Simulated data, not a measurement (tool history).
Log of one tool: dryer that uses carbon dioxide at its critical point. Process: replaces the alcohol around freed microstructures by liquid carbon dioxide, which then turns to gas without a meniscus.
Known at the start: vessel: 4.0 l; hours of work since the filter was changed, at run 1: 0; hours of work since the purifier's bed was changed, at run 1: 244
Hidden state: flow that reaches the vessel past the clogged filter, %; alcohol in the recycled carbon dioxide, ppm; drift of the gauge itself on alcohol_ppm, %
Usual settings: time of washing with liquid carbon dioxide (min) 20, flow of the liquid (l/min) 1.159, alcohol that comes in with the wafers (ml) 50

run	hour	time of washing with liquid carbon dioxide (min)	flow of the liquid (l/min)	alcohol that comes in with the wafers (ml)	hours of work since the filter was changed	hours of work since the purifier's bed was changed	alcohol left in the vessel before it's heated (ppm by volume)
1	0.0	20	1.159	50	0	244	75
2	8.4	12	1.159	50	7	250	465
3	22.6	12	1.159	50	18	261	486
4	33.3	12	1.159	50	26	270	478
5	47.8	12	1.159	50	37	281	503
6	62.7	12	1.159	50	49	293	515
7	80.2	17	1.159	77	62	306	228
8	92.6	31	1.570	77	72	316	41
9	100.3	13	1.230	26	78	322	196
10	110.2	30	1.800	40	86	329	36
11	122.2	30	1.800	40	95	339	38

5 ways to go on from here, each from the tool as it stands after run 11. What would each give?
A	132.9	30	1.800	21	103	347	?
B	132.9	24	1.800	40	103	347	?
C	132.9	28	1.280	94	103	347	?
D	132.9	22	1.700	106	103	347	?
E	132.9	14	1.800	80	103	347	?

run	alcohol left in the vessel before it's heated (ppm by volume)
A	51
B	43
C	47
D	51
E	90
Without the tool's hidden state the same runs would have given:
run	alcohol left in the vessel before it's heated (ppm by volume)
A	12
B	3
C	7
D	9
E	35

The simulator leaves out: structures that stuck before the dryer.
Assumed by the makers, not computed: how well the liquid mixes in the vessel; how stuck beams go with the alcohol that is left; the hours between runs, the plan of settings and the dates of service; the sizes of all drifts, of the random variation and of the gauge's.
